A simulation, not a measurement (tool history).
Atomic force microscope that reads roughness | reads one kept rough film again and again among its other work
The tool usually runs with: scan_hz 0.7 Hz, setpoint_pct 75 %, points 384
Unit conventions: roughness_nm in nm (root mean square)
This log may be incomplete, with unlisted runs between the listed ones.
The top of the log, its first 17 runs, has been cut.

run   hour  scan_hz  setpoint_pct  points  roughness_nm
 18  144.2    1.369            75     384         0.577
 19  153.8    0.633            75     859         0.611
 20  160.9    2.343            88     257         0.488
 21  165.7    0.685            75     384         0.604
 22  175.8    0.685            75     384         0.596
 23  184.5    0.685            75     384         0.591
 24  193.9    0.685            75     384         0.588
     195.1  -- new tip fitted
 25  199.6      0.7            57     595          0.62
 26    204    0.822            62     730         0.622
 27  213.1    0.822            62     730         0.621
 28  223.9    0.822            62     730          0.62
 29  233.5    0.585            70     357         0.607
 30  238.3    0.585            70     794         0.612
 31  247.7    0.962            74     851         0.583

Predict each of these 5 candidate next runs independently; none follows another, all start after run 31:
  A   258    0.552            86     384             ?
  B   258    0.758            89     851             ?
  C   258    0.962            73     354             ?
  D   258    1.004            64     728             ?
  E   258    3.698            65     990             ?

run  roughness_nm
  A          0.58
  B         0.559
  C         0.588
  D         0.603
  E         0.554
Without the tool's hidden state the same runs would have given:
run  roughness_nm
  A           0.6
  B         0.578
  C         0.607
  D         0.623
  E         0.572
